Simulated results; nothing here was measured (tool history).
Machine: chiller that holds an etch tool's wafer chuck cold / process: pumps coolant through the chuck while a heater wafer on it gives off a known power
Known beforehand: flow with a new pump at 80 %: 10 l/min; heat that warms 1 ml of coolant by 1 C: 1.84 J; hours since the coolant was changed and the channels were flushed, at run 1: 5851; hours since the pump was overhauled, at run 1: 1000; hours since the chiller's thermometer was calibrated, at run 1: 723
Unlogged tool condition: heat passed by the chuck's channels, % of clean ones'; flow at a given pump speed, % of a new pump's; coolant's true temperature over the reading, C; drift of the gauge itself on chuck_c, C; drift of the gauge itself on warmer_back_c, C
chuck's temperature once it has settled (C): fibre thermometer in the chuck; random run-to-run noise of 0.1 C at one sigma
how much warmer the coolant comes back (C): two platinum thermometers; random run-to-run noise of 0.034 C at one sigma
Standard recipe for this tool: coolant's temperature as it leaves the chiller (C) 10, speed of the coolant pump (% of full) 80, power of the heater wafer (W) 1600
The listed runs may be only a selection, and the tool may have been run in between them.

| run | hour | coolant's temperature as it leaves the chiller (C) | speed of the coolant pump (% of full) | power of the heater wafer (W) | hours since the coolant was changed and the channels were flushed | hours since the pump was overhauled | hours since the chiller's thermometer was calibrated | chuck's temperature once it has settled (C) | how much warmer the coolant comes back (C) |
|---|---|---|---|---|---|---|---|---|---|
| 1 | 0.0 | 10 | 80 | 1600 | 5851 | 1000 | 723 | 24.6 | 5.32 |
| 2 | 36.1 | 10 | 80 | 1600 | 5887 | 1036 | 759 | 24.7 | 5.36 |
| 3 | 75.5 | 10 | 80 | 1600 | 5927 | 1075 | 798 | 24.8 | 5.33 |
| 4 | 124.3 | 10 | 91 | 1600 | 5975 | 1124 | 847 | 23.4 | 4.69 |
| 5 | 179.6 | 10 | 91 | 1600 | 6031 | 1179 | 902 | 23.5 | 4.63 |
| 6 | 212.7 | 10 | 91 | 1600 | 6064 | 1213 | 935 | 23.6 | 4.60 |
| 7 | 269.4 | 11 | 80 | 1600 | 6121 | 1269 | 992 | 25.9 | 5.41 |
| 8 | 327.2 | 11 | 80 | 1600 | 6178 | 1327 | 1050 | 25.8 | 5.41 |
| 9 | 358.2 | 11 | 80 | 1600 | 6209 | 1358 | 1081 | 25.7 | 5.40 |
| 10 | 411.4 | 6 | 80 | 1600 | 6262 | 1411 | 1134 | 20.7 | 5.35 |
| 11 | 442.2 | 6 | 80 | 1600 | 6293 | 1442 | 1165 | 20.9 | 5.38 |
| 12 | 483.7 | 6 | 80 | 1600 | 6335 | 1484 | 1206 | 20.7 | 5.41 |
| 13 | 527.6 | 6 | 80 | 1600 | 6379 | 1527 | 1250 | 21.0 | 5.42 |
| 14 | 573.6 | 10 | 80 | 1600 | 6425 | 1573 | 1296 | 24.9 | 5.46 |
| 15 | 597.4 | 10 | 80 | 1600 | 6449 | 1597 | 1320 | 25.0 | 5.39 |
| 16 | 650.0 | 16 | 80 | 1681 | 6501 | 1650 | 1373 | 31.7 | 5.68 |
| 17 | 678.2 | 13 | 80 | 1600 | 6529 | 1678 | 1401 | 28.1 | 5.48 |
| 18 | 706.8 | 13 | 80 | 1600 | 6558 | 1707 | 1429 | 28.0 | 5.41 |
| 19 | 733.7 | 1 | 98 | 1676 | 6585 | 1734 | 1456 | 14.6 | 4.55 |
| 20 | 791.5 | 5 | 86 | 1600 | 6643 | 1791 | 1514 | 19.6 | 4.99 |
| 21 | 816.4 | 2 | 99 | 836 | 6668 | 1816 | 1539 | 8.8 | 2.25 |
| 22 | 850.2 | 2 | 99 | 836 | 6701 | 1850 | 1573 | 8.9 | 2.22 |
| 23 | 884.4 | 2 | 99 | 836 | 6736 | 1884 | 1607 | 8.9 | 2.26 |
| 24 | 942.4 | 13 | 83 | 1471 | 6794 | 1942 | 1665 | 26.4 | 4.82 |
| 25 | 978.3 | 13 | 83 | 1471 | 6829 | 1978 | 1701 | 26.5 | 4.81 |
| 26 | 1014.7 | 13 | 83 | 1471 | 6866 | 2015 | 1737 | 26.7 | 4.79 |
| 27 | 1044.6 | 0 | 80 | 1843 | 6896 | 2044 | 1767 | 17.5 | 6.28 |
| 28 | 1070.4 | 17 | 80 | 2388 | 6922 | 2070 | 1793 | 39.9 | 8.13 |
| 29 | 1095.3 | 0 | 80 | 1600 | 6946 | 2095 | 1818 | 15.3 | 5.49 |

Forecast each of these 4 alternatives for the next run:
| A | 1133.4 | 6 | 82 | 1600 | 6985 | 2133 | 1856 | ? | ? |
| B | 1133.4 | 10 | 80 | 1221 | 6985 | 2133 | 1856 | ? | ? |
| C | 1133.4 | 14 | 87 | 1326 | 6985 | 2133 | 1856 | ? | ? |
| D | 1133.4 | 2 | 80 | 1437 | 6985 | 2133 | 1856 | ? | ? |

| run | chuck's temperature once it has settled (C) | how much warmer the coolant comes back (C) |
|---|---|---|
| A | 21.0 | 5.38 |
| B | 21.7 | 4.20 |
| C | 26.1 | 4.11 |
| D | 15.7 | 4.91 |
With the hidden condition removed and each run's random variation left untouched, the same runs would have given:
| run | chuck's temperature once it has settled (C) | how much warmer the coolant comes back (C) |
|---|---|---|
| A | 19.1 | 5.13 |
| B | 20.2 | 4.00 |
| C | 24.5 | 3.91 |
| D | 13.9 | 4.67 |
